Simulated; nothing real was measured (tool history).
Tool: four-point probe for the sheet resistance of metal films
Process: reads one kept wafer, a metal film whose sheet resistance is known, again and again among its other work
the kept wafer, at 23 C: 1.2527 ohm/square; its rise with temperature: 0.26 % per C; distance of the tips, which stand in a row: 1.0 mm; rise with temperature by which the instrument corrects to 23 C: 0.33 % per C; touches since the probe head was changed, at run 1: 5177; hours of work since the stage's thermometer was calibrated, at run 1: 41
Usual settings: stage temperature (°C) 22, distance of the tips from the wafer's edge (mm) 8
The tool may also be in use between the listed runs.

| run | hour | stage temperature (°C) | distance of the tips from the wafer's edge (mm) | touches since the probe head was changed | hours of work since the stage's thermometer was calibrated | sheet resistance as the instrument gives it (ohm/square) |
|---|---|---|---|---|---|---|
| 1 | 0 | 22 | 8 | 5177 | 41 | 1.267606 |
| 2 | 9 | 22 | 8 | 5584 | 46 | 1.26746 |
| 3 | 25.8 | 22 | 8 | 6344 | 57 | 1.267755 |
| 4 | 40.1 | 22 | 8 | 6992 | 65 | 1.267659 |
| 5 | 49.3 | 22 | 8 | 7407 | 71 | 1.26785 |
| 6 | 61 | 22 | 8 | 7939 | 78 | 1.267851 |
| 7 | 68.5 | 22 | 6 | 8279 | 82 | 1.275473 |
| 8 | 77.9 | 21 | 8 | 8701 | 88 | 1.2689 |
| 9 | 87 | 21 | 8 | 9115 | 94 | 1.268673 |
| 10 | 102 | 21 | 8 | 9792 | 103 | 1.268902 |
| 11 | 118.4 | 22 | 29 | 10535 | 112 | 1.258188 |
| 12 | 132.5 | 22 | 29 | 11170 | 121 | 1.25784 |
| 13 | 143 | 22 | 29 | 11649 | 127 | 1.258224 |
| 14 | 152.8 | 22 | 29 | 12091 | 133 | 1.258551 |
| 15 | 167.4 | 32 | 7 | 12749 | 142 | 1.262089 |
| 16 | 181.3 | 32 | 7 | 13382 | 150 | 1.261777 |
| 17 | 190.6 | 32 | 7 | 13801 | 156 | 1.262152 |
| 18 | 204 | 32 | 72 | 14409 | 164 | 1.248177 |
| 19 | 211.3 | 30 | 72 | 14738 | 169 | 1.250248 |
| 20 | 227.8 | 19 | 23 | 15483 | 178 | 1.261989 |
| 21 | 238.5 | 27 | 4 | 15969 | 185 | 1.293983 |
| 22 | 245.9 | 33 | 26 | 16304 | 189 | 1.24863 |
| 23 | 255.5 | 33 | 26 | 16740 | 195 | 1.248802 |
| 24 | 264.1 | 20 | 6 | 17128 | 200 | 1.278289 |
| 25 | 272.8 | 20 | 6 | 17519 | 206 | 1.277949 |
| 26 | 286.8 | 27 | 4 | 18155 | 214 | 1.29364 |

Some steps in sheet resistance as the instrument gives it (ohm/square) between neighbouring runs. How much of each would the tool show without its hidden state too (settings, what came in, random variation), and how much is left for the hidden state, with any gauge scatter that isn't in both results?
The hidden state here: inner tips' distance over the nominal, %; tips' flats over new ones', %; wafer's true temperature over the reading, C; drift of the gauge itself on sheet_ohm, %.
Run 20 -> 21: stage temperature (°C) 19 -> 27, distance of the tips from the wafer's edge (mm) 23 -> 4. sheet resistance as the instrument gives it (ohm/square) +0.031994: hidden state +0.000121, all else +0.031873.
Run 21 -> 22: stage temperature (°C) 27 -> 33, distance of the tips from the wafer's edge (mm) 4 -> 26. sheet resistance as the instrument gives it (ohm/square) -0.045353: hidden state -0.000117, all else -0.045236.
Run 23 -> 24: stage temperature (°C) 33 -> 20, distance of the tips from the wafer's edge (mm) 26 -> 6. sheet resistance as the instrument gives it (ohm/square) +0.029487: hidden state +0.000127, all else +0.02936.

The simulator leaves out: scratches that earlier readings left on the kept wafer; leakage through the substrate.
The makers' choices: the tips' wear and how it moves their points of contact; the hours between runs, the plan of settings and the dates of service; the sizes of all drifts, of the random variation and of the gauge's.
